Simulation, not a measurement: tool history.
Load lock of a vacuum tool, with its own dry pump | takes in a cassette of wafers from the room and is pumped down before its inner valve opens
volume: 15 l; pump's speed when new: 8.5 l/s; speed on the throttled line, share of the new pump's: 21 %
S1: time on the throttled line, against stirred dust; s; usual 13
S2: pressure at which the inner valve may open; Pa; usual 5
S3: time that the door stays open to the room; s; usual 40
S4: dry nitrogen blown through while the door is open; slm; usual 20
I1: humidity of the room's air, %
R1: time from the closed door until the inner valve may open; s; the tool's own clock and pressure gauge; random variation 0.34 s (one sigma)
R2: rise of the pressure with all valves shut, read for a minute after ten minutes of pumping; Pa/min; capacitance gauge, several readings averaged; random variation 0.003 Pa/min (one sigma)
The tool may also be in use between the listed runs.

Run 1, day 0.000: usual settings; I1 44.1. Result: R1 28.6 s, R2 0.039 Pa/min.
Run 2, day 28.258: usual settings; I1 48.8. Result: R1 28.0 s, R2 0.042 Pa/min.
Run 3, day 47.592: usual settings; I1 45.0. Result: R1 28.0 s, R2 0.041 Pa/min.
Run 4, day 69.212: usual settings; I1 44.6. Result: R1 27.9 s, R2 0.041 Pa/min.
Run 5, day 90.338: usual settings but S4 33 slm; I1 45.1. Result: R1 28.0 s, R2 0.033 Pa/min.
Run 6, day 104.708: usual settings but S1 9 s, S2 9 Pa; I1 41.4. Result: R1 23.9 s, R2 0.035 Pa/min.
Run 7, day 118.892: usual settings but S1 17 s, S2 9 Pa, S3 78 s, S4 11 slm; I1 42.5. Result: R1 30.1 s, R2 0.070 Pa/min.
Run 8, day 142.021: usual settings but S4 7 slm; I1 48.6. Result: R1 27.7 s, R2 0.068 Pa/min.
Run 9, day 169.708: usual settings but S1 10 s, S2 9 Pa, S3 118 s, S4 11 slm; I1 42.3. Result: R1 24.4 s, R2 0.083 Pa/min.
Run 10, day 193.167: usual settings but S1 10 s, S2 9 Pa, S3 118 s, S4 11 slm; I1 45.7. Result: R1 24.9 s, R2 0.091 Pa/min.

5 ways to go on from here, each from the tool as it stands after run 10. What would each give?
Run A, day 220.158: usual settings but S1 8 s, S4 13 slm; I1 46.6. Result: R1 ?, R2 ?.
Run B, day 220.158: usual settings but S3 188 s; I1 44.3. Result: R1 ?, R2 ?.
Run C, day 220.158: usual settings but S1 9 s, S2 7 Pa, S3 178 s; I1 45.0. Result: R1 ?, R2 ?.
Run D, day 220.158: usual settings but S1 10 s, S2 9 Pa, S3 118 s, S4 39 slm; I1 46.7. Result: R1 ?, R2 ?.
Run E, day 220.158: usual settings but S1 26 s, S2 10 Pa, S3 32 s, S4 11 slm; I1 48.8. Result: R1 ?, R2 ?.

run    R1     R2
  A  23.7  0.051
  B  28.2  0.088
  C  24.0  0.080
  D  23.7  0.042
  E  37.3  0.050
Without the tool's hidden state the same runs would have given:
run    R1     R2
  A  23.7  0.049
  B  28.2  0.086
  C  24.0  0.078
  D  23.7  0.040
  E  37.3  0.048

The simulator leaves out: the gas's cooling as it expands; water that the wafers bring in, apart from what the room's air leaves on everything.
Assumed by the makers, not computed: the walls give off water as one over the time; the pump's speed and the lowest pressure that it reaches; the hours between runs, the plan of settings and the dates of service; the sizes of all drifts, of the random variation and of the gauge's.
